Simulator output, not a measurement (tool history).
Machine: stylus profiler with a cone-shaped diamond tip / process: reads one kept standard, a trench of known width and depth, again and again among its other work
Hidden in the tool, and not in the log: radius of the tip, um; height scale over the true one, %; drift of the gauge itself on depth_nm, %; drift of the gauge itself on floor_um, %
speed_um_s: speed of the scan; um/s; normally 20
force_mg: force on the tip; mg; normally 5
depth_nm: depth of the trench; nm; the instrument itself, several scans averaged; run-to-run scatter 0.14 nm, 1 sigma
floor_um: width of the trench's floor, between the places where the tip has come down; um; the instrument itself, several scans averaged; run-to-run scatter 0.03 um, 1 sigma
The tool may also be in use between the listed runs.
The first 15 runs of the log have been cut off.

| run | hour | speed_um_s | force_mg | scans with this tip | hours of work since the height scale was calibrated | depth_nm | floor_um |
|---|---|---|---|---|---|---|---|
| 16 | 305.5 | 8 | 5 | 2686 | 363 | 508.96 | 25 |
| 17 | 321.4 | 8 | 5 | 2764 | 373 | 509.52 | 25.02 |
| 18 | 341.2 | 8 | 5 | 2862 | 387 | 509.13 | 24.95 |
| 19 | 361.4 | 66 | 6.19 | 2962 | 400 | 510.61 | 24.87 |
| 20 | 384.2 | 5 | 4.97 | 3074 | 415 | 509.54 | 24.99 |
| 21 | 403 | 12 | 3.1 | 3167 | 428 | 507.12 | 24.88 |
| 22 | 416 | 5 | 7.81 | 3231 | 437 | 512.38 | 24.95 |
| 23 | 443.4 | 29 | 5 | 3366 | 455 | 509.39 | 24.83 |
| 24 | 466.6 | 39 | 5 | 3480 | 470 | 509.29 | 24.76 |
| 25 | 492.2 | 39 | 5 | 3607 | 487 | 509.53 | 24.75 |
| 26 | 509.5 | 32 | 1.8 | 3692 | 499 | 505.6 | 24.68 |
| 27 | 535.3 | 6 | 9.08 | 3819 | 516 | 513.75 | 24.79 |
| 28 | 561.9 | 6 | 9.08 | 3950 | 534 | 513.65 | 24.83 |
| 29 | 580.4 | 20 | 4.15 | 4041 | 546 | 508.72 | 24.77 |
| 30 | 592.2 | 20 | 4.15 | 4099 | 554 | 508.66 | 24.73 |
| 31 | 619.2 | 6 | 6.64 | 4233 | 572 | 511.47 | 24.74 |
| 32 | 638.7 | 75 | 5 | 4329 | 585 | 509.89 | 24.56 |
| 33 | 657.3 | 10 | 5.85 | 4420 | 597 | 510.77 | 24.71 |
| 34 | 680.6 | 8 | 10.2 | 4535 | 613 | 515.05 | 24.63 |
| 35 | 701.5 | 8 | 10.2 | 4639 | 627 | 515.09 | 24.67 |
| 36 | 716.1 | 60 | 2.1 | 4711 | 637 | 506.23 | 24.45 |

What if the next run were any one of these 4? Each begins from the tool's condition after run 36:
| A | 740 | 12 | 5.79 | 4828 | 652 | ? | ? |
| B | 740 | 9 | 2.1 | 4828 | 652 | ? | ? |
| C | 740 | 57 | 5.32 | 4828 | 652 | ? | ? |
| D | 740 | 6 | 3.43 | 4828 | 652 | ? | ? |

| run | depth_nm | floor_um |
|---|---|---|
| A | 511.13 | 24.61 |
| B | 506.72 | 24.61 |
| C | 510.36 | 24.52 |
| D | 508.23 | 24.65 |
Stripped of hidden state, with their random variation kept, the same runs would have yielded:
| run | depth_nm | floor_um |
|---|---|---|
| A | 509.36 | 25.61 |
| B | 504.96 | 25.61 |
| C | 508.59 | 25.52 |
| D | 506.46 | 25.66 |
